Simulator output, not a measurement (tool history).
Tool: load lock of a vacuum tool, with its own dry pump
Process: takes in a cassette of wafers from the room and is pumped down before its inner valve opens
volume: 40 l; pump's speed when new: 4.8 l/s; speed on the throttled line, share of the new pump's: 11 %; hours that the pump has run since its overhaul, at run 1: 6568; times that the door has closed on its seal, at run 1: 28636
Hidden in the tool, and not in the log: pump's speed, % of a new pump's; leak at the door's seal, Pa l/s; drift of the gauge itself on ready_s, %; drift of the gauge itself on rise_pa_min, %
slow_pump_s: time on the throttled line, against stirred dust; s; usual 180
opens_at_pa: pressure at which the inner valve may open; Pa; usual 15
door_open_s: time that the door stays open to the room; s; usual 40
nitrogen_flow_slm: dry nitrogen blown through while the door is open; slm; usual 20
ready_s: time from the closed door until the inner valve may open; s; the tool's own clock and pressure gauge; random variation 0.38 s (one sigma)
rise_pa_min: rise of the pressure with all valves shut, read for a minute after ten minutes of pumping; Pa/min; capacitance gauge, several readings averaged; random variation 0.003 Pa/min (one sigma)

run	hour	slow_pump_s	opens_at_pa	door_open_s	nitrogen_flow_slm	hours that the pump has run since its overhaul	times that the door has closed on its seal	incoming humidity of the room's air, %	ready_s	rise_pa_min
1	0	180	15	40	20	6568	28636	46.7	233.6	0.136
2	271.4	180	15	202	20	6839	29697	45.5	234.4	0.187
3	592	180	15	40	20	7160	30952	47.6	233.4	0.142
4	931.3	180	15	40	20	7499	32279	46.1	234.2	0.15
5	1208.7	325	15	40	20	7777	33363	45	363.3	0.157
6	1626.8	325	15	40	20	8195	34999	42.8	364.3	0.159
7	2088.1	180	28	40	20	8656	36803	43.6	229.1	0.175
8	2379.4	180	28	40	20	8947	37942	43.9	229.1	0.183
9	2844.1	180	28	40	8	9412	39760	45.3	229	0.215
10	3154.3	180	28	40	8	9722	40973	45.4	229.4	0.208
11	3611.6	180	15	40	20	10180	42762	44.3	234.2	0.215
12	3907.5	180	15	40	20	10476	43919	43.7	235	0.209
13	4223.4	180	15	40	20	10791	45155	47.9	234.9	0.23
14	4693.3	180	15	40	20	11261	46993	45.3	235.4	0.237
15	4901.4	180	15	40	20	11469	47806	45	235.1	0.244
16	5208.6	180	15	40	20	11777	49008	46.4	234.4	0.25
17	5431.1	185	15	40	20	11999	49878	43.4	239.8	0.265
18	5763.4	185	10	40	20	12331	51178	46.4	243.5	0.272
19	5966.7	180	15	76	4	12535	51973	46.5	235.9	0.313
20	6287	180	15	76	4	12855	53226	43.6	235.4	0.321
21	6658.8	179	15	76	6	13227	54680	47.5	234.9	0.337
22	6916	179	15	76	6	13484	55686	41.5	234.8	0.341

Run 23 comes next. What will it give?
23	7330.3	180	25	125	20	13898	57307	46.4	?	?

{"run 23": {"ready_s": 230.9, "rise_pa_min": 0.346}}
Without the tool's hidden state the same run would have given ready_s 228.2 s, rise_pa_min 0.056 Pa/min.

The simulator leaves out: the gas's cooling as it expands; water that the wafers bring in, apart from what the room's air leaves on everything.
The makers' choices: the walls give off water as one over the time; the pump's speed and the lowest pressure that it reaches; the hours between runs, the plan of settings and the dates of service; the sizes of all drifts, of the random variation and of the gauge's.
